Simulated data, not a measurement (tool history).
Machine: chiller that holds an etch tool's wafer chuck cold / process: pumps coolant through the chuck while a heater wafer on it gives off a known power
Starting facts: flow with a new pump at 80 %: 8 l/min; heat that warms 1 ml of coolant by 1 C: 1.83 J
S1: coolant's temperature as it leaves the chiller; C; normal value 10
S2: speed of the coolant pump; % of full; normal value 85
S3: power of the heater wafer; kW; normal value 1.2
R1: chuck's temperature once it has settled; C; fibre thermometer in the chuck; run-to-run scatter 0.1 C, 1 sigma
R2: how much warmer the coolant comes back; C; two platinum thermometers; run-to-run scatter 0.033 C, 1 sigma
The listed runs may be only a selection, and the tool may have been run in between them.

{"run": 1, "hour": 0.0, "S1": 10, "S2": 85, "S3": 1.2, "R1": 26.4, "R2": 4.71}
{"run": 2, "hour": 41.1, "S1": 15, "S2": 85, "S3": 1.2, "R1": 31.7, "R2": 4.71}
{"run": 3, "hour": 93.9, "S1": 15, "S2": 85, "S3": 1.2, "R1": 31.4, "R2": 4.73}
{"run": 4, "hour": 128.4, "S1": 15, "S2": 85, "S3": 1.2, "R1": 31.3, "R2": 4.67}
{"run": 5, "hour": 182.2, "S1": 11, "S2": 85, "S3": 1.2, "R1": 27.6, "R2": 4.68}
{"run": 6, "hour": 216.1, "S1": 10, "S2": 85, "S3": 0.93, "R1": 22.7, "R2": 3.65}
{"run": 7, "hour": 279.1, "S1": 10, "S2": 85, "S3": 0.93, "R1": 22.9, "R2": 3.61}
{"run": 8, "hour": 322.9, "S1": 10, "S2": 85, "S3": 0.93, "R1": 22.8, "R2": 3.69}
{"run": 9, "hour": 366.0, "S1": 10, "S2": 85, "S3": 1.2, "R1": 26.6, "R2": 4.73}
{"run": 10, "hour": 399.4, "S1": 10, "S2": 85, "S3": 1.2, "R1": 26.7, "R2": 4.74}
{"run": 11, "hour": 461.5, "S1": 10, "S2": 85, "S3": 1.2, "R1": 26.7, "R2": 4.74}
{"run": 12, "hour": 529.1, "S1": 10, "S2": 85, "S3": 1.2, "R1": 26.8, "R2": 4.77}
{"run": 13, "hour": 599.3, "S1": 10, "S2": 85, "S3": 1.2, "R1": 26.7, "R2": 4.78}
{"run": 14, "hour": 653.1, "S1": 10, "S2": 85, "S3": 1.2, "R1": 26.8, "R2": 4.72}
{"run": 15, "hour": 724.6, "S1": 10, "S2": 93, "S3": 1.2, "R1": 25.7, "R2": 4.32}
{"run": 16, "hour": 773.3, "S1": 10, "S2": 85, "S3": 1.158, "R1": 26.2, "R2": 4.61}
{"run": 17, "hour": 840.2, "S1": 15, "S2": 97, "S3": 1.244, "R1": 30.7, "R2": 4.29}
{"run": 18, "hour": 875.5, "S1": 9, "S2": 63, "S3": 1.792, "R1": 41.2, "R2": 9.7}
{"run": 19, "hour": 923.8, "S1": 9, "S2": 63, "S3": 1.792, "R1": 41.3, "R2": 9.84}
{"run": 20, "hour": 980.5, "S1": 15, "S2": 79, "S3": 0.759, "R1": 26.4, "R2": 3.23}
{"run": 21, "hour": 1040.8, "S1": 15, "S2": 79, "S3": 0.791, "R1": 26.8, "R2": 3.42}
{"run": 22, "hour": 1113.3, "S1": 3, "S2": 93, "S3": 1.49, "R1": 22.6, "R2": 5.4}
{"run": 23, "hour": 1172.4, "S1": 3, "S2": 93, "S3": 1.49, "R1": 22.8, "R2": 5.41}
{"run": 24, "hour": 1228.4, "S1": 3, "S2": 93, "S3": 1.49, "R1": 22.8, "R2": 5.48}
{"run": 25, "hour": 1296.6, "S1": 3, "S2": 85, "S3": 1.2, "R1": 20, "R2": 4.75}
{"run": 26, "hour": 1337.6, "S1": 7, "S2": 85, "S3": 1.2, "R1": 24, "R2": 4.79}
{"run": 27, "hour": 1402.3, "S1": 10, "S2": 85, "S3": 0.905, "R1": 22.7, "R2": 3.68}
{"run": 28, "hour": 1439.1, "S1": 12, "S2": 92, "S3": 0.617, "R1": 20.2, "R2": 2.24}
{"hour": 1453.7, "done": "chiller's thermometer calibrated"}
{"run": 29, "hour": 1498.8, "S1": 18, "S2": 88, "S3": 0.617, "R1": 26.6, "R2": 2.39}
{"run": 30, "hour": 1559.9, "S1": 16, "S2": 88, "S3": 0.617, "R1": 24.7, "R2": 2.33}
{"run": 31, "hour": 1590.6, "S1": 19, "S2": 99, "S3": 1.086, "R1": 32.7, "R2": 3.65}

Below, each run's measurement less what the same run would have read without the hidden state. Both values contain the same run-to-run variation, but the gauge's scatter may not be the same in both:
Unlogged tool condition in this case: heat passed by the chuck's channels, % of clean ones'; flow at a given pump speed, % of a new pump's; coolant's true temperature over the reading, C; drift of the gauge itself on chuck_c, C; drift of the gauge itself on warmer_back_c, C.
run=1 R1=+1.9 R2=+0.12
run=2 R1=+1.9 R2=+0.12
run=3 R1=+1.9 R2=+0.13
run=4 R1=+2 R2=+0.13
run=5 R1=+2 R2=+0.12
run=6 R1=+1.5 R2=+0.1
run=7 R1=+1.6 R2=+0.1
run=8 R1=+1.6 R2=+0.11
run=9 R1=+2.1 R2=+0.14
run=10 R1=+2.1 R2=+0.15
run=11 R1=+2.2 R2=+0.14
run=12 R1=+2.2 R2=+0.15
run=13 R1=+2.2 R2=+0.15
run=14 R1=+2.2 R2=+0.16
run=15 R1=+2.1 R2=+0.15
run=16 R1=+2.2 R2=+0.15
run=17 R1=+2.2 R2=+0.15
run=18 R1=+4.6 R2=+0.34
run=19 R1=+4.5 R2=+0.35
run=20 R1=+1.5 R2=+0.11
run=21 R1=+1.6 R2=+0.12
run=22 R1=+2.9 R2=+0.21
run=23 R1=+2.9 R2=+0.21
run=24 R1=+3 R2=+0.21
run=25 R1=+2.5 R2=+0.19
run=26 R1=+2.5 R2=+0.19
run=27 R1=+1.8 R2=+0.15
run=28 R1=+1.2 R2=+0.1
run=29 R1=+1.4 R2=+0.1
run=30 R1=+1.4 R2=+0.11
run=31 R1=+2.2 R2=+0.16
